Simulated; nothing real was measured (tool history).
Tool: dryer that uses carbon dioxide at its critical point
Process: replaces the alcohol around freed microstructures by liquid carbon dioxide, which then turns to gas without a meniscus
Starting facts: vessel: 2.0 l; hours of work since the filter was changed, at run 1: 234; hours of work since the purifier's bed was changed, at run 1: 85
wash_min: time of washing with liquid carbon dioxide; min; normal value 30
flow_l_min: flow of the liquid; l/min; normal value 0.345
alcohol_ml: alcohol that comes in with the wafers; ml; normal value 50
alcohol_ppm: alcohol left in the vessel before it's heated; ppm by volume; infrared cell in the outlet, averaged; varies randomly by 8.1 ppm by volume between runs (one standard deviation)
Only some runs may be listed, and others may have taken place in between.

run,hour,wash_min,flow_l_min,alcohol_ml,hours of work since the filter was changed,hours of work since the purifier's bed was changed,alcohol_ppm
1,0,30,0.345,50,234,85,571
2,14.6,30,0.345,50,240,91,578
3,31.3,30,0.236,50,246,97,1887
4,42.8,30,0.424,50,251,102,253
5,55.4,30,0.424,50,256,107,243
6,72.7,30,0.424,50,263,114,264
7,86,30,0.424,50,268,119,258
8,103.3,30,0.424,50,275,126,239
9,122.4,30,0.424,50,283,134,258
10,135.6,30,0.345,50,288,139,584
11,156.4,30,0.414,50,296,147,304
12,172.1,30,0.345,50,302,154,614
13,190.1,30,0.345,50,309,161,605
14,211.8,30,0.345,50,318,169,603
15,234.1,30,0.345,50,327,178,628
16,248.2,29,0.224,25,333,184,1231
17,265.6,20,0.345,48,340,191,2039
18,287.2,42,0.292,35,348,199,246
19,303.6,42,0.292,35,355,206,236
20,318.6,27,0.276,54,361,212,1887
21,332.2,27,0.276,25,366,217,900
22,342.1,27,0.276,25,370,221,916
23,363.5,30,0.228,50,379,230,2165
24,379.8,30,0.228,50,385,236,2284
25,391.9,40,0.228,29,390,241,592

Forecast each of these 3 alternatives for the next run:
A,405.5,34,0.321,65,395,247,?
B,405.5,19,0.56,50,395,247,?
C,405.5,40,0.228,27,395,247,?

run,alcohol_ppm
A,739
B,620
C,564
Had the tool no hidden state, the same runs would have come out as:
run,alcohol_ppm
A,461
B,389
C,375
